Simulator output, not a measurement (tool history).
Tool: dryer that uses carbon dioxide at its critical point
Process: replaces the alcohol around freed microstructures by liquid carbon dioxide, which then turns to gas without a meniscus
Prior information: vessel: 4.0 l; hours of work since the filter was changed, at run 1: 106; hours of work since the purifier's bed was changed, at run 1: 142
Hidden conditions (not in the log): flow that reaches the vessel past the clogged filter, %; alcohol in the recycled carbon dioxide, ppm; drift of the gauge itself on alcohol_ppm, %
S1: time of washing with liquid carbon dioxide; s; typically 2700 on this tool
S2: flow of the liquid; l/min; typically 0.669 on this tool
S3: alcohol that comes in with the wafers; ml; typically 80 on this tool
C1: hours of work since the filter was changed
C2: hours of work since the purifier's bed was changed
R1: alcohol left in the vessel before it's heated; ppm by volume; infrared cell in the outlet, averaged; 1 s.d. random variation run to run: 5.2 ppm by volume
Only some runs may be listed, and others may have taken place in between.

{"run": 1, "hour": 0.0, "S1": 2700, "S2": 0.669, "S3": 80, "C1": 106, "C2": 142, "R1": 121}
{"run": 2, "hour": 8.7, "S1": 1800, "S2": 0.669, "S3": 80, "C1": 113, "C2": 149, "R1": 601}
{"run": 3, "hour": 18.1, "S1": 2700, "S2": 0.669, "S3": 80, "C1": 120, "C2": 157, "R1": 128}
{"run": 4, "hour": 30.3, "S1": 2700, "S2": 0.669, "S3": 80, "C1": 130, "C2": 166, "R1": 120}
{"run": 5, "hour": 39.4, "S1": 2700, "S2": 0.669, "S3": 80, "C1": 137, "C2": 173, "R1": 128}
{"run": 6, "hour": 50.5, "S1": 2700, "S2": 0.669, "S3": 80, "C1": 146, "C2": 182, "R1": 128}
{"run": 7, "hour": 60.0, "S1": 2700, "S2": 0.669, "S3": 80, "C1": 153, "C2": 190, "R1": 130}
{"run": 8, "hour": 68.6, "S1": 2700, "S2": 0.669, "S3": 80, "C1": 160, "C2": 196, "R1": 142}
{"run": 9, "hour": 79.0, "S1": 2700, "S2": 0.669, "S3": 80, "C1": 168, "C2": 205, "R1": 126}
{"run": 10, "hour": 91.0, "S1": 2700, "S2": 0.669, "S3": 80, "C1": 178, "C2": 214, "R1": 138}
{"run": 11, "hour": 99.2, "S1": 2700, "S2": 0.669, "S3": 80, "C1": 184, "C2": 220, "R1": 141}
{"run": 12, "hour": 105.1, "S1": 2700, "S2": 0.669, "S3": 80, "C1": 189, "C2": 225, "R1": 142}
{"run": 13, "hour": 117.9, "S1": 2700, "S2": 0.669, "S3": 80, "C1": 199, "C2": 235, "R1": 134}
{"run": 14, "hour": 128.2, "S1": 2700, "S2": 0.669, "S3": 80, "C1": 207, "C2": 243, "R1": 139}
{"run": 15, "hour": 140.1, "S1": 2700, "S2": 0.669, "S3": 80, "C1": 216, "C2": 253, "R1": 144}
{"run": 16, "hour": 150.7, "S1": 2700, "S2": 0.669, "S3": 80, "C1": 225, "C2": 261, "R1": 159}
{"run": 17, "hour": 159.7, "S1": 2700, "S2": 0.669, "S3": 80, "C1": 232, "C2": 268, "R1": 143}
{"run": 18, "hour": 172.2, "S1": 2700, "S2": 0.669, "S3": 29, "C1": 242, "C2": 278, "R1": 74}
{"run": 19, "hour": 182.2, "S1": 2700, "S2": 0.669, "S3": 29, "C1": 250, "C2": 286, "R1": 82}
{"run": 20, "hour": 193.4, "S1": 3000, "S2": 0.428, "S3": 80, "C1": 258, "C2": 295, "R1": 492}
{"run": 21, "hour": 204.4, "S1": 3000, "S2": 0.428, "S3": 80, "C1": 267, "C2": 303, "R1": 521}
{"run": 22, "hour": 209.7, "S1": 2700, "S2": 0.57, "S3": 43, "C1": 271, "C2": 308, "R1": 167}
{"run": 23, "hour": 218.0, "S1": 2700, "S2": 0.57, "S3": 43, "C1": 278, "C2": 314, "R1": 168}
{"run": 24, "hour": 227.4, "S1": 2700, "S2": 0.57, "S3": 43, "C1": 285, "C2": 321, "R1": 170}
{"run": 25, "hour": 238.6, "S1": 2700, "S2": 0.57, "S3": 43, "C1": 294, "C2": 330, "R1": 179}
{"run": 26, "hour": 251.4, "S1": 3420, "S2": 1.109, "S3": 43, "C1": 304, "C2": 340, "R1": 44}
{"run": 27, "hour": 258.1, "S1": 1800, "S2": 0.669, "S3": 105, "C1": 309, "C2": 346, "R1": 882}
{"run": 28, "hour": 264.9, "S1": 1800, "S2": 0.669, "S3": 105, "C1": 315, "C2": 351, "R1": 896}
{"run": 29, "hour": 277.3, "S1": 2340, "S2": 0.914, "S3": 63, "C1": 324, "C2": 361, "R1": 90}
{"run": 30, "hour": 289.2, "S1": 2340, "S2": 0.607, "S3": 70, "C1": 334, "C2": 370, "R1": 360}
{"run": 31, "hour": 298.8, "S1": 2700, "S2": 0.669, "S3": 30, "C1": 342, "C2": 378, "R1": 88}
{"run": 32, "hour": 310.9, "S1": 2220, "S2": 0.669, "S3": 28, "C1": 351, "C2": 387, "R1": 153}
{"run": 33, "hour": 322.7, "S1": 2220, "S2": 0.669, "S3": 28, "C1": 360, "C2": 397, "R1": 155}
{"run": 34, "hour": 328.2, "S1": 2220, "S2": 0.669, "S3": 28, "C1": 365, "C2": 401, "R1": 159}
{"run": 35, "hour": 338.7, "S1": 2220, "S2": 0.669, "S3": 28, "C1": 373, "C2": 409, "R1": 156}

Each run again, without the hidden state but with its own random variation kept:
run=1 R1=93
run=2 R1=537
run=3 R1=95
run=4 R1=85
run=5 R1=92
run=6 R1=90
run=7 R1=91
run=8 R1=100
run=9 R1=84
run=10 R1=93
run=11 R1=95
run=12 R1=96
run=13 R1=84
run=14 R1=88
run=15 R1=89
run=16 R1=103
run=17 R1=86
run=18 R1=31
run=19 R1=36
run=20 R1=376
run=21 R1=398
run=22 R1=102
run=23 R1=101
run=24 R1=101
run=25 R1=107
run=26 R1=2
run=27 R1=680
run=28 R1=686
run=29 R1=33
run=30 R1=240
run=31 R1=30
run=32 R1=80
run=33 R1=78
run=34 R1=81
run=35 R1=77
